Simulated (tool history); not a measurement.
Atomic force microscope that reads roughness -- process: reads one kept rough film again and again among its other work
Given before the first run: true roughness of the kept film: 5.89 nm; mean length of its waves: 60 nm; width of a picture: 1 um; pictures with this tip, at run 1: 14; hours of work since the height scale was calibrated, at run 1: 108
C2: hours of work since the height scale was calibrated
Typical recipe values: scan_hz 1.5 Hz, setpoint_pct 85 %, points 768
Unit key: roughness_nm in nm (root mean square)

{"run": 1, "hour": 0.0, "scan_hz": 1.5, "setpoint_pct": 85, "points": 768, "pictures with this tip": 14, "C2": 108, "roughness_nm": 4.689}
{"run": 2, "hour": 9.9, "scan_hz": 1.5, "setpoint_pct": 85, "points": 768, "pictures with this tip": 29, "C2": 114, "roughness_nm": 4.592}
{"run": 3, "hour": 29.6, "scan_hz": 1.5, "setpoint_pct": 85, "points": 768, "pictures with this tip": 58, "C2": 127, "roughness_nm": 4.503}
{"run": 4, "hour": 44.3, "scan_hz": 1.5, "setpoint_pct": 85, "points": 1012, "pictures with this tip": 80, "C2": 136, "roughness_nm": 4.356}
{"run": 5, "hour": 63.1, "scan_hz": 2.44, "setpoint_pct": 85, "points": 768, "pictures with this tip": 109, "C2": 148, "roughness_nm": 3.855}
{"hour": 72.3, "done": "new tip fitted"}
{"run": 6, "hour": 85.4, "scan_hz": 2.44, "setpoint_pct": 85, "points": 768, "pictures with this tip": 19, "C2": 162, "roughness_nm": 4.244}
{"run": 7, "hour": 94.7, "scan_hz": 1.5, "setpoint_pct": 85, "points": 768, "pictures with this tip": 33, "C2": 167, "roughness_nm": 4.645}
{"run": 8, "hour": 114.5, "scan_hz": 1.5, "setpoint_pct": 85, "points": 768, "pictures with this tip": 63, "C2": 180, "roughness_nm": 4.433}
{"run": 9, "hour": 134.2, "scan_hz": 1.5, "setpoint_pct": 85, "points": 768, "pictures with this tip": 93, "C2": 192, "roughness_nm": 4.332}
{"hour": 154.1, "done": "new tip fitted"}
{"run": 10, "hour": 155.1, "scan_hz": 1.5, "setpoint_pct": 85, "points": 768, "pictures with this tip": 2, "C2": 205, "roughness_nm": 4.727}
{"run": 11, "hour": 164.7, "scan_hz": 1.5, "setpoint_pct": 85, "points": 768, "pictures with this tip": 16, "C2": 211, "roughness_nm": 4.663}
{"run": 12, "hour": 175.7, "scan_hz": 1.81, "setpoint_pct": 66, "points": 414, "pictures with this tip": 33, "C2": 218, "roughness_nm": 5.05}
{"run": 13, "hour": 196.8, "scan_hz": 0.54, "setpoint_pct": 79, "points": 438, "pictures with this tip": 64, "C2": 232, "roughness_nm": 5.071}
{"hour": 199.5, "done": "height scale calibrated on a step standard"}
{"run": 14, "hour": 211.8, "scan_hz": 2.33, "setpoint_pct": 56, "points": 447, "pictures with this tip": 85, "C2": 8, "roughness_nm": 4.903}
{"run": 15, "hour": 231.4, "scan_hz": 2.33, "setpoint_pct": 56, "points": 447, "pictures with this tip": 115, "C2": 20, "roughness_nm": 4.82}
{"hour": 237.2, "done": "height scale calibrated on a step standard, once more"}
{"hour": 237.7, "done": "new tip fitted"}
{"run": 16, "hour": 250.3, "scan_hz": 1.99, "setpoint_pct": 78, "points": 394, "pictures with this tip": 19, "C2": 8, "roughness_nm": 4.69}
{"run": 17, "hour": 270.7, "scan_hz": 1.99, "setpoint_pct": 78, "points": 394, "pictures with this tip": 50, "C2": 21, "roughness_nm": 4.602}
{"run": 18, "hour": 284.8, "scan_hz": 1.99, "setpoint_pct": 78, "points": 394, "pictures with this tip": 71, "C2": 30, "roughness_nm": 4.473}
{"run": 19, "hour": 301.7, "scan_hz": 1.99, "setpoint_pct": 78, "points": 394, "pictures with this tip": 96, "C2": 40, "roughness_nm": 4.32}
{"run": 20, "hour": 313.9, "scan_hz": 1.5, "setpoint_pct": 85, "points": 318, "pictures with this tip": 115, "C2": 48, "roughness_nm": 4.216}
{"hour": 320.7, "done": "new tip fitted"}
{"run": 21, "hour": 337.2, "scan_hz": 1.5, "setpoint_pct": 85, "points": 318, "pictures with this tip": 25, "C2": 63, "roughness_nm": 4.623}
{"run": 22, "hour": 359.7, "scan_hz": 1.5, "setpoint_pct": 85, "points": 677, "pictures with this tip": 59, "C2": 77, "roughness_nm": 4.502}

Measured minus without-hidden-state, run by run (identical run-to-run variation in each term; gauge scatter may differ):
What the log doesn't record here: radius of the tip, nm; height scale over the true one, %; drift of the gauge itself on roughness_nm, %.
run=1 roughness_nm=-0.096
run=2 roughness_nm=-0.167
run=3 roughness_nm=-0.293
run=4 roughness_nm=-0.386
run=5 roughness_nm=-0.452
run=6 roughness_nm=-0.095
run=7 roughness_nm=-0.171
run=8 roughness_nm=-0.314
run=9 roughness_nm=-0.437
run=10 roughness_nm=-0.022
run=11 roughness_nm=-0.09
run=12 roughness_nm=-0.186
run=13 roughness_nm=-0.353
run=14 roughness_nm=-0.454
run=15 roughness_nm=-0.59
run=16 roughness_nm=-0.096
run=17 roughness_nm=-0.24
run=18 roughness_nm=-0.335
run=19 roughness_nm=-0.448
run=20 roughness_nm=-0.531
run=21 roughness_nm=-0.12
run=22 roughness_nm=-0.274
